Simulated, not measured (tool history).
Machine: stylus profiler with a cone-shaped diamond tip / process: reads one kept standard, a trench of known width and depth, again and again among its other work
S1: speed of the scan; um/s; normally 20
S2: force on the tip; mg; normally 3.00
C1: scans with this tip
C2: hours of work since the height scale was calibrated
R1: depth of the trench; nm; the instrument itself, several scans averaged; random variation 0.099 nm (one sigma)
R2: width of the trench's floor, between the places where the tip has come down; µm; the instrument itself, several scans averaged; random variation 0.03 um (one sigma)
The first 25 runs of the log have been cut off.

| run | hour | S1 | S2 | C1 | C2 | R1 | R2 |
|---|---|---|---|---|---|---|---|
| 26 | 1145.8 | 20 | 5.19 | 19882 | 1725 | 203.51 | 15.96 |
| 27 | 1197.6 | 20 | 5.19 | 20301 | 1762 | 203.44 | 15.89 |
| 28 | 1252.8 | 62 | 2.01 | 20747 | 1800 | 201.24 | 15.75 |
| 29 | 1302.5 | 62 | 2.01 | 21150 | 1835 | 201.21 | 15.68 |
| 30 | 1351.9 | 13 | 1.25 | 21550 | 1870 | 200.74 | 15.79 |
| 31 | 1404.1 | 13 | 1.25 | 21972 | 1907 | 200.62 | 15.81 |
| 32 | 1448.1 | 13 | 5.53 | 22327 | 1937 | 203.67 | 15.79 |
| 33 | 1478.9 | 13 | 5.53 | 22577 | 1959 | 203.37 | 15.81 |
| 34 | 1539.2 | 24 | 1.17 | 23065 | 2001 | 200.81 | 15.71 |

3 options for the next run, each taken on its own from the tool as it stands now. Forecast them:
| A | 1581.3 | 24 | 4.31 | 23406 | 2031 | ? | ? |
| B | 1581.3 | 60 | 4.91 | 23406 | 2031 | ? | ? |
| C | 1581.3 | 72 | 1.20 | 23406 | 2031 | ? | ? |

| run | R1 | R2 |
|---|---|---|
| A | 202.83 | 15.73 |
| B | 203.10 | 15.70 |
| C | 200.78 | 15.54 |
With no hidden state in the tool, these same runs would have given:
| run | R1 | R2 |
|---|---|---|
| A | 203.81 | 17.14 |
| B | 204.08 | 17.10 |
| C | 201.75 | 16.94 |
